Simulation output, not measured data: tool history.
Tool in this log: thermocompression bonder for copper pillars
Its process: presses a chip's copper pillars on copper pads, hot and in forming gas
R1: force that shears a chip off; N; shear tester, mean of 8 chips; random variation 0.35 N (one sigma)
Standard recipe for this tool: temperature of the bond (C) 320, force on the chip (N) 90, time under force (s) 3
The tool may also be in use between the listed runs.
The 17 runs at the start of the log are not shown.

{"run": 18, "hour": 431.7, "temperature of the bond (C)": 320, "force on the chip (N)": 80, "time under force (s)": 3, "R1": 65}
{"run": 19, "hour": 456.4, "temperature of the bond (C)": 320, "force on the chip (N)": 80, "time under force (s)": 3, "R1": 64.3}
{"run": 20, "hour": 475.3, "temperature of the bond (C)": 320, "force on the chip (N)": 80, "time under force (s)": 3, "R1": 64.4}
{"run": 21, "hour": 493.2, "temperature of the bond (C)": 320, "force on the chip (N)": 61, "time under force (s)": 3, "R1": 56.9}
{"run": 22, "hour": 518.5, "temperature of the bond (C)": 335, "force on the chip (N)": 61, "time under force (s)": 2, "R1": 53.8}
{"run": 23, "hour": 534.8, "temperature of the bond (C)": 335, "force on the chip (N)": 61, "time under force (s)": 2, "R1": 54.4}
{"run": 24, "hour": 566.5, "temperature of the bond (C)": 317, "force on the chip (N)": 62, "time under force (s)": 8, "R1": 75.1}
{"run": 25, "hour": 599.8, "temperature of the bond (C)": 317, "force on the chip (N)": 62, "time under force (s)": 8, "R1": 75.8}
{"run": 26, "hour": 620.2, "temperature of the bond (C)": 317, "force on the chip (N)": 62, "time under force (s)": 8, "R1": 75.4}
{"run": 27, "hour": 657.4, "temperature of the bond (C)": 317, "force on the chip (N)": 126, "time under force (s)": 2, "R1": 64.3}
{"run": 28, "hour": 693.6, "temperature of the bond (C)": 317, "force on the chip (N)": 126, "time under force (s)": 2, "R1": 63.8}
{"run": 29, "hour": 728.9, "temperature of the bond (C)": 317, "force on the chip (N)": 126, "time under force (s)": 2, "R1": 63.5}
{"run": 30, "hour": 756.8, "temperature of the bond (C)": 317, "force on the chip (N)": 126, "time under force (s)": 2, "R1": 62.9}
{"hour": 775.0, "done": "forming gas filter changed"}
{"run": 31, "hour": 775.0, "temperature of the bond (C)": 317, "force on the chip (N)": 126, "time under force (s)": 2, "R1": 70}
{"run": 32, "hour": 801.6, "temperature of the bond (C)": 317, "force on the chip (N)": 126, "time under force (s)": 2, "R1": 69.3}
{"run": 33, "hour": 820.2, "temperature of the bond (C)": 317, "force on the chip (N)": 123, "time under force (s)": 2, "R1": 69}
{"run": 34, "hour": 840.6, "temperature of the bond (C)": 296, "force on the chip (N)": 93, "time under force (s)": 6, "R1": 74.2}
{"run": 35, "hour": 855.9, "temperature of the bond (C)": 294, "force on the chip (N)": 92, "time under force (s)": 2, "R1": 50.7}
{"run": 36, "hour": 890.8, "temperature of the bond (C)": 294, "force on the chip (N)": 71, "time under force (s)": 2, "R1": 44.4}
{"run": 37, "hour": 911.4, "temperature of the bond (C)": 344, "force on the chip (N)": 111, "time under force (s)": 2, "R1": 75.7}
{"run": 38, "hour": 936.6, "temperature of the bond (C)": 322, "force on the chip (N)": 99, "time under force (s)": 3, "R1": 72.6}
{"run": 39, "hour": 956.4, "temperature of the bond (C)": 311, "force on the chip (N)": 63, "time under force (s)": 3, "R1": 55.8}

Alternative continuations, all from the tool just after run 39; predict every row:
{"run": "A", "hour": 985.4, "temperature of the bond (C)": 311, "force on the chip (N)": 57, "time under force (s)": 4, "R1": "?"}
{"run": "B", "hour": 985.4, "temperature of the bond (C)": 297, "force on the chip (N)": 74, "time under force (s)": 2, "R1": "?"}
{"run": "C", "hour": 985.4, "temperature of the bond (C)": 302, "force on the chip (N)": 88, "time under force (s)": 7, "R1": "?"}

run=A R1=57.7
run=B R1=45.7
run=C R1=78.6
With no hidden state in the tool, these same runs would have given:
run=A R1=56.4
run=B R1=44.3
run=C R1=77.8

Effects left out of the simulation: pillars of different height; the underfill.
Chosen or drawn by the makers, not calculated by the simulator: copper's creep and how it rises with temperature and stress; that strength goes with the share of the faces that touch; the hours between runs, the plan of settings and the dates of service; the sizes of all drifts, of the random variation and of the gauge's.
